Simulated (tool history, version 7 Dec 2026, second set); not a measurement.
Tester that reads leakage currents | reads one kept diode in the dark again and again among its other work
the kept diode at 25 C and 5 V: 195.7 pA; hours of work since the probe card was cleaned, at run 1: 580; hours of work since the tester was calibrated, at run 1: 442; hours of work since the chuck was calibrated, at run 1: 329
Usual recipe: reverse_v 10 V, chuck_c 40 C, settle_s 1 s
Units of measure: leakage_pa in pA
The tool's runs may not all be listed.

run    hour  reverse_v  chuck_c  settle_s  hours of work since the probe card was cleaned  hours of work since the tester was calibrated  hours of work since the chuck was calibrated  leakage_pa
  1       0         10       40         1                                             580                                            442                                           329      822.23
  2    40.2         10       40      0.54                                             600                                            462                                           349      818.51
  3    77.4         10       40         1                                             619                                            480                                           367      814.73
  4   101.6         10       40         1                                             631                                            492                                           379      816.26
  5   140.5         10       40         1                                             650                                            512                                           398      817.75
  6   180.5         10       40         1                                             670                                            531                                           418      814.77
  7   227.7         10       40         1                                             693                                            555                                           441      809.86
  8   275.7         10       40         1                                             717                                            578                                           465      812.86
  9   324.7         10       40         1                                             741                                            603                                           489      808.11
 10   376.4         10       40         1                                             766                                            628                                           515      807.81
 11   419.7         10       40         1                                             788                                            650                                           536      805.84
 12   463.1         10       34         1                                             809                                            671                                           558      536.44
 13   513.7         10       40      0.57                                             834                                            696                                           583      809.26
 14   545.3         10       40      0.57                                             850                                            712                                           598      810.76
 15   568.6         10       40      0.57                                             861                                            723                                           610      809.81
 16   596.8        3.3       40         1                                             875                                            737                                           624      434.57
 17     636        3.3       40         1                                             895                                            756                                           643      434.07
 18   659.1        3.3       40         1                                             906                                            768                                           655      434.82
 19   693.7         10       35         1                                             923                                            785                                           672      565.44
 20   725.6         10       35      1.55                                             939                                            801                                           688      565.53
 21     775        2.6       51      3.19                                             963                                            825                                           712      786.28
 22   826.6       17.5       57      2.19                                             989                                            851                                           737     3253.53
 23   851.8       17.5       57      2.19                                            1001                                            863                                           750     3268.65
 24   900.7       17.5       57      2.19                                            1026                                            887                                           774     3239.63
 25   925.4        3.1       36      1.72                                            1038                                            900                                           786      316.51
 26   976.9        3.1       36      1.72                                            1063                                            925                                           812      313.33
 27  1011.7        4.3       22      1.59                                            1080                                            942                                           829      136.98
 28  1059.6        4.3       22      1.59                                            1104                                            966                                           853      137.42
 29    1087        2.2       29      1.59                                            1118                                            979                                           866       156.5
 30  1138.8       10.1       29      2.17                                            1143                                           1005                                           892      371.56
 31  1189.1         17       50      0.36                                            1168                                           1030                                           917     2057.33
 32  1215.9         17       50      4.77                                            1181                                           1043                                           930     2043.15
 33  1238.3         17       50      4.77                                            1192                                           1054                                           941     2055.61
 34  1264.3        3.5       26      0.73                                            1205                                           1067                                           954      163.69
 35  1308.2        4.2       31      0.73                                            1227                                           1089                                           975      257.94
 36  1345.6         10       40      0.62                                            1245                                           1107                                           994      787.21
 37  1371.4        2.1       40      3.23                                            1258                                           1120                                          1007      330.76
 38  1409.9        1.9       52      8.34                                            1277                                           1139                                          1026      688.68
 39  1435.2        3.9       40         2                                            1290                                           1151                                          1038       460.9

Had the tool no unlogged condition, and each run kept its random variation, what would the results have been?
Hidden conditions of the tool in this case: stray current of the dirty probe card, pA a volt; current scale over the true one, %; true chuck temperature over the reading, C; drift of the gauge itself on leakage_pa, %.
run  leakage_pa
  1      846.22
  2      843.45
  3      840.66
  4      842.91
  5      845.43
  6      843.42
  7      839.61
  8         844
  9      840.42
 10      841.49
 11      840.54
 12      558.36
 13      846.28
 14      848.67
 15      848.31
 16      457.77
 17       457.8
 18      458.96
 19      592.85
 20      593.57
 21       833.2
 22     3438.21
 23      3456.8
 24     3431.04
 25      336.97
 26      334.12
 27      143.67
 28      144.26
 29      167.27
 30      391.16
 31     2196.64
 32     2183.86
 33     2198.56
 34      174.57
 35      276.56
 36      844.45
 37      358.29
 38      745.69
 39      498.95
